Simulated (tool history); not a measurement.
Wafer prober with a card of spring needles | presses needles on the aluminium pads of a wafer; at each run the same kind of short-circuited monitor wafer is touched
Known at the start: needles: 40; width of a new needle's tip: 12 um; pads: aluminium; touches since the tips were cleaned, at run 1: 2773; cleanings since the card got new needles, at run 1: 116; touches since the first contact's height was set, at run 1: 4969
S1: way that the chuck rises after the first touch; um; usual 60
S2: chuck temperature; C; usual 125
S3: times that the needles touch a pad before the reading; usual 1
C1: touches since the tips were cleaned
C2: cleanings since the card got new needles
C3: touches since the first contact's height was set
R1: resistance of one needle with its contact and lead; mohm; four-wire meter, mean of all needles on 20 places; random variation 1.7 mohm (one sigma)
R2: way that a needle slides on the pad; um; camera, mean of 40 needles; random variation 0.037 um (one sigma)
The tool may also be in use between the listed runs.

{"run": 1, "hour": 0.0, "S1": 60, "S2": 125, "S3": 1, "C1": 2773, "C2": 116, "C3": 4969, "R1": 311, "R2": 11.42}
{"hour": 3.8, "done": "tips cleaned on abrasive film"}
{"hour": 13.6, "done": "tips cleaned on abrasive film"}
{"hour": 24.0, "done": "tips cleaned on abrasive film"}
{"run": 2, "hour": 26.8, "S1": 60, "S2": 125, "S3": 1, "C1": 1413, "C2": 119, "C3": 18296, "R1": 269, "R2": 11.38}
{"hour": 33.4, "done": "tips cleaned on abrasive film"}
{"hour": 42.7, "done": "tips cleaned on abrasive film"}
{"hour": 52.2, "done": "tips cleaned on abrasive film"}
{"run": 3, "hour": 53.1, "S1": 58, "S2": 125, "S3": 1, "C1": 467, "C2": 122, "C3": 31410, "R1": 236, "R2": 10.91}
{"hour": 61.6, "done": "tips cleaned on abrasive film"}
{"run": 4, "hour": 68.5, "S1": 60, "S2": 72, "S3": 1, "C1": 3466, "C2": 123, "C3": 39098, "R1": 344, "R2": 11.21}
{"hour": 72.1, "done": "tips cleaned on abrasive film"}
{"hour": 81.7, "done": "tips cleaned on abrasive film"}
{"hour": 92.2, "done": "tips cleaned on abrasive film"}
{"run": 5, "hour": 96.7, "S1": 60, "S2": 72, "S3": 1, "C1": 2271, "C2": 126, "C3": 53116, "R1": 308, "R2": 11.21}
{"hour": 102.6, "done": "tips cleaned on abrasive film"}
{"hour": 111.4, "done": "tips cleaned on abrasive film"}
{"run": 6, "hour": 118.0, "S1": 60, "S2": 72, "S3": 1, "C1": 3293, "C2": 128, "C3": 63742, "R1": 353, "R2": 11.2}
{"hour": 121.3, "done": "tips cleaned on abrasive film"}
{"hour": 131.6, "done": "tips cleaned on abrasive film"}
{"run": 7, "hour": 133.4, "S1": 60, "S2": 72, "S3": 1, "C1": 946, "C2": 130, "C3": 71419, "R1": 253, "R2": 11.15}
{"hour": 135.2, "done": "height of the first contact set anew"}
{"hour": 141.0, "done": "tips cleaned on abrasive film"}
{"hour": 150.9, "done": "tips cleaned on abrasive film"}
{"run": 8, "hour": 153.6, "S1": 60, "S2": 72, "S3": 1, "C1": 1373, "C2": 132, "C3": 9174, "R1": 270, "R2": 11.42}
{"hour": 160.0, "done": "tips cleaned on abrasive film"}
{"hour": 168.9, "done": "tips cleaned on abrasive film"}
{"run": 9, "hour": 171.9, "S1": 60, "S2": 72, "S3": 1, "C1": 1491, "C2": 134, "C3": 18273, "R1": 283, "R2": 11.36}
{"hour": 178.3, "done": "tips cleaned on abrasive film"}
{"run": 10, "hour": 184.9, "S1": 42, "S2": 72, "S3": 1, "C1": 3368, "C2": 135, "C3": 24799, "R1": 527, "R2": 7.93}
{"hour": 187.1, "done": "tips cleaned on abrasive film"}
{"hour": 198.1, "done": "tips cleaned on abrasive film"}
{"hour": 207.7, "done": "tips cleaned on abrasive film"}
{"run": 11, "hour": 211.3, "S1": 60, "S2": 125, "S3": 1, "C1": 1789, "C2": 138, "C3": 37897, "R1": 301, "R2": 11.24}
{"hour": 217.9, "done": "tips cleaned on abrasive film"}
{"hour": 228.8, "done": "tips cleaned on abrasive film"}
{"hour": 238.0, "done": "tips cleaned on abrasive film"}
{"run": 12, "hour": 239.2, "S1": 60, "S2": 125, "S3": 1, "C1": 606, "C2": 141, "C3": 51791, "R1": 246, "R2": 11.23}
{"hour": 247.0, "done": "tips cleaned on abrasive film"}
{"hour": 256.1, "done": "tips cleaned on abrasive film"}
{"hour": 266.0, "done": "tips cleaned on abrasive film"}
{"run": 13, "hour": 271.3, "S1": 60, "S2": 125, "S3": 1, "C1": 2700, "C2": 144, "C3": 67814, "R1": 339, "R2": 11.19}
{"hour": 275.5, "done": "tips cleaned on abrasive film"}
{"hour": 280.2, "done": "height of the first contact set anew"}
{"hour": 285.5, "done": "tips cleaned on abrasive film"}
{"run": 14, "hour": 288.2, "S1": 60, "S2": 125, "S3": 1, "C1": 1400, "C2": 146, "C3": 3997, "R1": 274, "R2": 11.48}
{"hour": 296.3, "done": "tips cleaned on abrasive film"}
{"hour": 306.1, "done": "tips cleaned on abrasive film"}
{"hour": 316.7, "done": "tips cleaned on abrasive film"}
{"run": 15, "hour": 316.7, "S1": 60, "S2": 125, "S3": 2, "C1": 40, "C2": 149, "C3": 18192, "R1": 190, "R2": 11.35}
{"hour": 327.5, "done": "tips cleaned on abrasive film"}
{"run": 16, "hour": 333.3, "S1": 60, "S2": 125, "S3": 2, "C1": 2945, "C2": 150, "C3": 26490, "R1": 284, "R2": 11.34}
{"hour": 337.5, "done": "tips cleaned on abrasive film"}
{"hour": 347.5, "done": "tips cleaned on abrasive film"}
{"hour": 356.3, "done": "tips cleaned on abrasive film"}
{"run": 17, "hour": 364.0, "S1": 69, "S2": 125, "S3": 2, "C1": 3854, "C2": 153, "C3": 41753, "R1": 263, "R2": 13.1}
{"hour": 366.2, "done": "tips cleaned on abrasive film"}
{"hour": 376.2, "done": "tips cleaned on abrasive film"}
{"hour": 385.9, "done": "tips cleaned on abrasive film"}
{"run": 18, "hour": 394.4, "S1": 52, "S2": 125, "S3": 1, "C1": 4285, "C2": 156, "C3": 56926, "R1": 427, "R2": 9.68}
{"hour": 396.7, "done": "tips cleaned on abrasive film"}
{"hour": 406.0, "done": "tips cleaned on abrasive film"}
{"hour": 416.1, "done": "tips cleaned on abrasive film"}
{"run": 19, "hour": 424.3, "S1": 43, "S2": 113, "S3": 3, "C1": 4126, "C2": 159, "C3": 71815, "R1": 325, "R2": 7.96}
{"hour": 426.6, "done": "tips cleaned on abrasive film"}
{"hour": 426.9, "done": "height of the first contact set anew"}
{"hour": 437.1, "done": "tips cleaned on abrasive film"}
{"hour": 446.7, "done": "tips cleaned on abrasive film"}
{"run": 20, "hour": 449.9, "S1": 45, "S2": 108, "S3": 2, "C1": 1641, "C2": 162, "C3": 11488, "R1": 312, "R2": 8.6}
{"hour": 455.8, "done": "tips cleaned on abrasive film"}
{"hour": 466.1, "done": "tips cleaned on abrasive film"}
{"hour": 476.1, "done": "tips cleaned on abrasive film"}
{"run": 21, "hour": 481.4, "S1": 68, "S2": 125, "S3": 3, "C1": 2643, "C2": 165, "C3": 27176, "R1": 226, "R2": 12.85}
{"hour": 485.9, "done": "tips cleaned on abrasive film"}
{"hour": 496.4, "done": "tips cleaned on abrasive film"}
{"run": 22, "hour": 502.2, "S1": 68, "S2": 125, "S3": 3, "C1": 2902, "C2": 167, "C3": 37547, "R1": 225, "R2": 12.79}
{"hour": 506.2, "done": "tips cleaned on abrasive film"}
{"hour": 516.5, "done": "tips cleaned on abrasive film"}
{"run": 23, "hour": 523.3, "S1": 72, "S2": 50, "S3": 1, "C1": 3443, "C2": 169, "C3": 48064, "R1": 312, "R2": 13.58}
{"hour": 525.6, "done": "tips cleaned on abrasive film"}
{"hour": 536.2, "done": "tips cleaned on abrasive film"}
{"hour": 545.7, "done": "tips cleaned on abrasive film"}
{"run": 24, "hour": 545.7, "S1": 60, "S2": 67, "S3": 1, "C1": 0, "C2": 172, "C3": 59205, "R1": 198, "R2": 11.29}
{"hour": 556.6, "done": "tips cleaned on abrasive film"}
{"hour": 566.0, "done": "tips cleaned on abrasive film"}
{"hour": 572.9, "done": "height of the first contact set anew"}
{"hour": 575.4, "done": "tips cleaned on abrasive film"}
{"run": 25, "hour": 575.4, "S1": 60, "S2": 100, "S3": 2, "C1": 0, "C2": 175, "C3": 1203, "R1": 190, "R2": 11.44}
{"hour": 584.4, "done": "tips cleaned on abrasive film"}
{"hour": 594.4, "done": "tips cleaned on abrasive film"}
{"hour": 604.0, "done": "tips cleaned on abrasive film"}
{"run": 26, "hour": 604.0, "S1": 73, "S2": 78, "S3": 2, "C1": 0, "C2": 178, "C3": 15445, "R1": 179, "R2": 13.87}
{"hour": 614.5, "done": "tips cleaned on abrasive film"}
{"hour": 624.6, "done": "tips cleaned on abrasive film"}
{"run": 27, "hour": 624.6, "S1": 73, "S2": 84, "S3": 3, "C1": 0, "C2": 180, "C3": 25711, "R1": 176, "R2": 13.81}
{"hour": 634.1, "done": "tips cleaned on abrasive film"}
{"run": 28, "hour": 640.0, "S1": 68, "S2": 48, "S3": 1, "C1": 2946, "C2": 181, "C3": 33423, "R1": 329, "R2": 12.86}
{"hour": 643.9, "done": "tips cleaned on abrasive film"}
{"hour": 653.9, "done": "tips cleaned on abrasive film"}
{"run": 29, "hour": 660.7, "S1": 41, "S2": 52, "S3": 2, "C1": 3398, "C2": 183, "C3": 43736, "R1": 453, "R2": 7.66}

Hidden state at the last listed run before each entry between runs and at the first one after, where it differs:
Between runs 1 and 2: tips cleaned on abrasive film (hour 3.8); tips cleaned on abrasive film (hour 13.6); tips cleaned on abrasive film (hour 24.0)
  debris on the tips, nm: 149.2 -> 98.7; way that the needles fall short of the set height, um: 0.12 -> 0.46; tips' diameter, um: 16.22 -> 16.33
  measured less the result without the state, R1: +136 -> +94 mohm; R2: -0.02 -> -0.09 um
Between runs 2 and 3: tips cleaned on abrasive film (hour 33.4); tips cleaned on abrasive film (hour 42.7); tips cleaned on abrasive film (hour 52.2)
  debris on the tips, nm: 98.7 -> 56.1; way that the needles fall short of the set height, um: 0.46 -> 0.81; tips' diameter, um: 16.33 -> 16.46
  measured less the result without the state, R1: +94 -> +61 mohm; R2: -0.09 -> -0.15 um
Between runs 3 and 4: tips cleaned on abrasive film (hour 61.6)
  debris on the tips, nm: 56.1 -> 166.5; way that the needles fall short of the set height, um: 0.81 -> 0.9; tips' diameter, um: 16.46 -> 16.49
  measured less the result without the state, R1: +61 -> +177 mohm; R2: -0.15 -> -0.17 um
Between runs 4 and 5: tips cleaned on abrasive film (hour 72.1); tips cleaned on abrasive film (hour 81.7); tips cleaned on abrasive film (hour 92.2)
  debris on the tips, nm: 166.5 -> 132.2; way that the needles fall short of the set height, um: 0.9 -> 1.18; tips' diameter, um: 16.49 -> 16.59
  measured less the result without the state, R1: +177 -> +143 mohm; R2: -0.17 -> -0.23 um
Between runs 5 and 6: tips cleaned on abrasive film (hour 102.6); tips cleaned on abrasive film (hour 111.4)
  debris on the tips, nm: 132.2 -> 171.4; way that the needles fall short of the set height, um: 1.18 -> 1.37; tips' diameter, um: 16.59 -> 16.65
  measured less the result without the state, R1: +143 -> +187 mohm; R2: -0.23 -> -0.26 um
Between runs 6 and 7: tips cleaned on abrasive film (hour 121.3); tips cleaned on abrasive film (hour 131.6)
  debris on the tips, nm: 171.4 -> 75.6; way that the needles fall short of the set height, um: 1.37 -> 1.61; tips' diameter, um: 16.65 -> 16.74
  measured less the result without the state, R1: +187 -> +86 mohm; R2: -0.26 -> -0.31 um
Between runs 7 and 8: height of the first contact set anew (hour 135.2); tips cleaned on abrasive film (hour 141.0); tips cleaned on abrasive film (hour 150.9)
  debris on the tips, nm: 75.6 -> 97.5; way that the needles fall short of the set height, um: 1.61 -> 0.21; tips' diameter, um: 16.74 -> 16.81
  measured less the result without the state, R1: +86 -> +105 mohm; R2: -0.31 -> -0.04 um
Between runs 8 and 9: tips cleaned on abrasive film (hour 160.0); tips cleaned on abrasive film (hour 168.9)
  debris on the tips, nm: 97.5 -> 106.6; way that the needles fall short of the set height, um: 0.21 -> 0.41; tips' diameter, um: 16.81 -> 16.88
  measured less the result without the state, R1: +105 -> +116 mohm; R2: -0.04 -> -0.08 um
Between runs 9 and 10: tips cleaned on abrasive film (hour 178.3)
  debris on the tips, nm: 106.6 -> 173.4; way that the needles fall short of the set height, um: 0.41 -> 0.49; tips' diameter, um: 16.88 -> 16.91
  measured less the result without the state, R1: +116 -> +356 mohm; R2: -0.08 -> -0.09 um
Between runs 10 and 11: tips cleaned on abrasive film (hour 187.1); tips cleaned on abrasive film (hour 198.1); tips cleaned on abrasive film (hour 207.7)
  debris on the tips, nm: 173.4 -> 122.5; way that the needles fall short of the set height, um: 0.49 -> 0.8; tips' diameter, um: 16.91 -> 17.02
  measured less the result without the state, R1: +356 -> +125 mohm; R2: -0.09 -> -0.16 um
Between runs 11 and 12: tips cleaned on abrasive film (hour 217.9); tips cleaned on abrasive film (hour 228.8); tips cleaned on abrasive film (hour 238.0)
  debris on the tips, nm: 122.5 -> 62.9; way that the needles fall short of the set height, um: 0.8 -> 1.07; tips' diameter, um: 17.02 -> 17.12
  measured less the result without the state, R1: +125 -> +69 mohm; R2: -0.16 -> -0.21 um
Between runs 12 and 13: tips cleaned on abrasive film (hour 247.0); tips cleaned on abrasive film (hour 256.1); tips cleaned on abrasive film (hour 266.0)
  debris on the tips, nm: 62.9 -> 154.9; way that the needles fall short of the set height, um: 1.07 -> 1.36; tips' diameter, um: 17.12 -> 17.22
  measured less the result without the state, R1: +69 -> +163 mohm; R2: -0.21 -> -0.26 um
Between runs 13 and 14: tips cleaned on abrasive film (hour 275.5); height of the first contact set anew (hour 280.2); tips cleaned on abrasive film (hour 285.5)
  debris on the tips, nm: 154.9 -> 91.6; way that the needles fall short of the set height, um: 1.36 -> 0.09; tips' diameter, um: 17.22 -> 17.29
  measured less the result without the state, R1: +163 -> +96 mohm; R2: -0.26 -> -0.02 um
Between runs 14 and 15: tips cleaned on abrasive film (hour 296.3); tips cleaned on abrasive film (hour 306.1); tips cleaned on abrasive film (hour 316.7)
  debris on the tips, nm: 91.6 -> 17.2; way that the needles fall short of the set height, um: 0.09 -> 0.38; tips' diameter, um: 17.29 -> 17.39
  measured less the result without the state, R1: +96 -> +16 mohm; R2: -0.02 -> -0.07 um
Between runs 15 and 16: tips cleaned on abrasive film (hour 327.5)
  debris on the tips, nm: 17.2 -> 161.7; way that the needles fall short of the set height, um: 0.38 -> 0.5; tips' diameter, um: 17.39 -> 17.43
  measured less the result without the state, R1: +16 -> +105 mohm; R2: -0.07 -> -0.10 um
Between runs 16 and 17: tips cleaned on abrasive film (hour 337.5); tips cleaned on abrasive film (hour 347.5); tips cleaned on abrasive film (hour 356.3)
  debris on the tips, nm: 161.7 -> 179.3; way that the needles fall short of the set height, um: 0.5 -> 0.81; tips' diameter, um: 17.43 -> 17.54
  measured less the result without the state, R1: +105 -> +90 mohm; R2: -0.10 -> -0.15 um
Between runs 17 and 18: tips cleaned on abrasive film (hour 366.2); tips cleaned on abrasive film (hour 376.2); tips cleaned on abrasive film (hour 385.9)
  debris on the tips, nm: 179.3 -> 177.4; way that the needles fall short of the set height, um: 0.81 -> 1.14; tips' diameter, um: 17.54 -> 17.65
  measured less the result without the state, R1: +90 -> +248 mohm; R2: -0.15 -> -0.22 um
Between runs 18 and 19: tips cleaned on abrasive film (hour 396.7); tips cleaned on abrasive film (hour 406.0); tips cleaned on abrasive film (hour 416.1)
  debris on the tips, nm: 177.4 -> 183.4; way that the needles fall short of the set height, um: 1.14 -> 1.46; tips' diameter, um: 17.65 -> 17.76
  measured less the result without the state, R1: +248 -> +144 mohm; R2: -0.22 -> -0.28 um
Between runs 19 and 20: tips cleaned on abrasive film (hour 426.6); height of the first contact set anew (hour 426.9); tips cleaned on abrasive film (hour 437.1); tips cleaned on abrasive film (hour 446.7)
  debris on the tips, nm: 183.4 -> 112.9; way that the needles fall short of the set height, um: 1.46 -> 0.2; tips' diameter, um: 17.76 -> 17.87
  measured less the result without the state, R1: +144 -> +133 mohm; R2: -0.28 -> -0.04 um
Between runs 20 and 21: tips cleaned on abrasive film (hour 455.8); tips cleaned on abrasive film (hour 466.1); tips cleaned on abrasive film (hour 476.1)
  debris on the tips, nm: 112.9 -> 147.4; way that the needles fall short of the set height, um: 0.2 -> 0.52; tips' diameter, um: 17.87 -> 17.98
  measured less the result without the state, R1: +133 -> +51 mohm; R2: -0.04 -> -0.10 um
Between runs 21 and 22: tips cleaned on abrasive film (hour 485.9); tips cleaned on abrasive film (hour 496.4)
  debris on the tips, nm: 147.4 -> 147.7; way that the needles fall short of the set height, um: 0.52 -> 0.7; tips' diameter, um: 17.98 -> 18.04
  measured less the result without the state, R1: +51 -> +50 mohm; R2: -0.10 -> -0.13 um
Between runs 22 and 23: tips cleaned on abrasive film (hour 506.2); tips cleaned on abrasive film (hour 516.5)
  debris on the tips, nm: 147.7 -> 166.3; way that the needles fall short of the set height, um: 0.7 -> 0.93; tips' diameter, um: 18.04 -> 18.13
  measured less the result without the state, R1: +50 -> +153 mohm; R2: -0.13 -> -0.18 um
Between runs 23 and 24: tips cleaned on abrasive film (hour 525.6); tips cleaned on abrasive film (hour 536.2); tips cleaned on abrasive film (hour 545.7)
  debris on the tips, nm: 166.3 -> 19; way that the needles fall short of the set height, um: 0.93 -> 1.22; tips' diameter, um: 18.13 -> 18.23
  measured less the result without the state, R1: +153 -> +29 mohm; R2: -0.18 -> -0.23 um
Between runs 24 and 25: tips cleaned on abrasive film (hour 556.6); tips cleaned on abrasive film (hour 566.0); height of the first contact set anew (hour 572.9); tips cleaned on abrasive film (hour 575.4)
  debris on the tips, nm: 19 -> 17.3; way that the needles fall short of the set height, um: 1.22 -> 0.12; tips' diameter, um: 18.23 -> 18.34
  measured less the result without the state, R1: +29 -> +18 mohm; R2: -0.23 -> -0.02 um
Between runs 25 and 26: tips cleaned on abrasive film (hour 584.4); tips cleaned on abrasive film (hour 594.4); tips cleaned on abrasive film (hour 604.0)
  debris on the tips, nm: 17.3 -> 16.7; way that the needles fall short of the set height, um: 0.12 -> 0.41; tips' diameter, um: 18.34 -> 18.44
  measured less the result without the state, R1: +18 -> +14 mohm; R2: -0.02 -> -0.08 um
Between runs 26 and 27: tips cleaned on abrasive film (hour 614.5); tips cleaned on abrasive film (hour 624.6)
  debris on the tips, nm: 16.7 -> 16.6; way that the needles fall short of the set height, um: 0.41 -> 0.64; tips' diameter, um: 18.44 -> 18.52
  measured less the result without the state, R1: +14 -> +10 mohm; R2: -0.08 -> -0.12 um
Between runs 27 and 28: tips cleaned on abrasive film (hour 634.1)
  debris on the tips, nm: 16.6 -> 165.4; way that the needles fall short of the set height, um: 0.64 -> 0.75; tips' diameter, um: 18.52 -> 18.56
  measured less the result without the state, R1: +10 -> +172 mohm; R2: -0.12 -> -0.14 um
Between runs 28 and 29: tips cleaned on abrasive film (hour 643.9); tips cleaned on abrasive film (hour 653.9)
  debris on the tips, nm: 165.4 -> 170.8; way that the needles fall short of the set height, um: 0.75 -> 0.95; tips' diameter, um: 18.56 -> 18.63
  measured less the result without the state, R1: +172 -> +283 mohm; R2: -0.14 -> -0.18 um

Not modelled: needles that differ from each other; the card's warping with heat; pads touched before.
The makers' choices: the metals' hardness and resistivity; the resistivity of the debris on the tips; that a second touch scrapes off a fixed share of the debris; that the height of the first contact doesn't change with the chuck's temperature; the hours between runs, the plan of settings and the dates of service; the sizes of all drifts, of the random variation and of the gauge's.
